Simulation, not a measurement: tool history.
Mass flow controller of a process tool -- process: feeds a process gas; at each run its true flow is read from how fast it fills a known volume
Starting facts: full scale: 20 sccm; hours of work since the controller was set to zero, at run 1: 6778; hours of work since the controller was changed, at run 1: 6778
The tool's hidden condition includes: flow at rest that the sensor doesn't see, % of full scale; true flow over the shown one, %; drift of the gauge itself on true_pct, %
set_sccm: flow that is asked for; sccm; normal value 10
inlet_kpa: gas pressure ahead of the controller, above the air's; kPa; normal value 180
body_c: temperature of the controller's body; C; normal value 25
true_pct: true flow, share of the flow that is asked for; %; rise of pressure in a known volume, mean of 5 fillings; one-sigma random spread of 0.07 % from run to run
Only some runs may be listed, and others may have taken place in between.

run     hour  set_sccm  inlet_kpa  body_c  hours of work since the controller was set to zero  hours of work since the controller was changed  true_pct
  1      0.0        10        180      25                                                6778                                            6778     98.85
  2    295.4        10        180      25                                                6903                                            6903     98.68
  3    634.9        10        180      25                                                7047                                            7047     98.73
  4    949.6        10        180      25                                                7180                                            7180     98.67
  5   1225.8         2        180      25                                                7296                                            7296     97.65
  6   1488.8         2        180      25                                                7408                                            7408     97.71
  7   1700.8         2        180      25                                                7497                                            7497     97.71
  8   2083.1         2        180      25                                                7659                                            7659     97.76
  9   2419.5         2        210      25                                                7801                                            7801     97.95
      2476.3  -- controller's zero set anew
 10   2767.1         2        210      25                                                 123                                            7948     97.93
 11   3053.7        10        180      25                                                 244                                            8069     98.86
 12   3246.1        10        180      25                                                 325                                            8150     98.60
 13   3461.4        10        180      25                                                 416                                            8241     98.74
 14   3731.2        10        180      25                                                 531                                            8355     98.72
 15   4062.5        13        180      25                                                 671                                            8495     99.05
 16   4248.0        10        196      25                                                 749                                            8574     98.77
 17   4539.0        10        196      34                                                 872                                            8697     99.65
 18   4825.3        10        180      25                                                 993                                            8818     98.65
 19   5184.1        10        180      25                                                1145                                            8970     98.76
 20   5371.5        10        180      25                                                1224                                            9049     98.67
 21   5573.5         6        161      25                                                1309                                            9134     98.10
 22   5914.2         6        161      25                                                1453                                            9278     98.08
 23   6323.1        10        221      24                                                1626                                            9451     98.83
      6404.4  -- controller exchanged for a calibrated one
 24   6564.7        10        168      20                                                  68                                              68     98.07
 25   6732.4        17        162      20                                                 139                                             139     98.99
 26   7127.8        10        180      26                                                 306                                             306     98.76
 27   7498.1         3        180      38                                                 462                                             462     99.23
 28   7696.4        20        217      40                                                 546                                             546    101.68
 29   7879.0        20        215      31                                                 623                                             623    100.72
 30   8222.9        20        215      31                                                 769                                             769    100.76
 31   8612.2         3        171      39                                                 933                                             933     99.03
 32   9005.1         3        171      39                                                1099                                            1099     99.12
 33   9284.0        10        271      23                                                1217                                            1217     99.04
 34   9539.2        20        204      22                                                1325                                            1325     99.64
 35   9868.8         3        151      38                                                1465                                            1465     98.90
 36  10223.5         8        151      23                                                1615                                            1615     97.91
 37  10390.5         8        151      23                                                1685                                            1685     98.06

Selected run-to-run steps in true_pct, each split into two signed amounts: the part the tool would show with no hidden state at all (from settings, incoming material and random variation), and the remainder, which goes to the hidden state together with any gauge scatter not common to the measured and the hidden-state-free results:
Run 4 -> 5: set_sccm 10 -> 2. true_pct -1.02 %: hidden state -0.06, all else -0.96.
Run 9 -> 10: controller's zero set anew. true_pct -0.02 %: hidden state +0.07, all else -0.09.
Run 23 -> 24: inlet_kpa 221 -> 168, body_c 24 -> 20, controller exchanged for a calibrated one. true_pct -0.76 %: hidden state -0.06, all else -0.70.
Run 27 -> 28: set_sccm 3 -> 20, inlet_kpa 180 -> 217, body_c 38 -> 40. true_pct +2.45 %: hidden state +0.01, all else +2.44.
Run 30 -> 31: set_sccm 20 -> 3, inlet_kpa 215 -> 171, body_c 31 -> 39. true_pct -1.73 %: hidden state -0.01, all else -1.72.

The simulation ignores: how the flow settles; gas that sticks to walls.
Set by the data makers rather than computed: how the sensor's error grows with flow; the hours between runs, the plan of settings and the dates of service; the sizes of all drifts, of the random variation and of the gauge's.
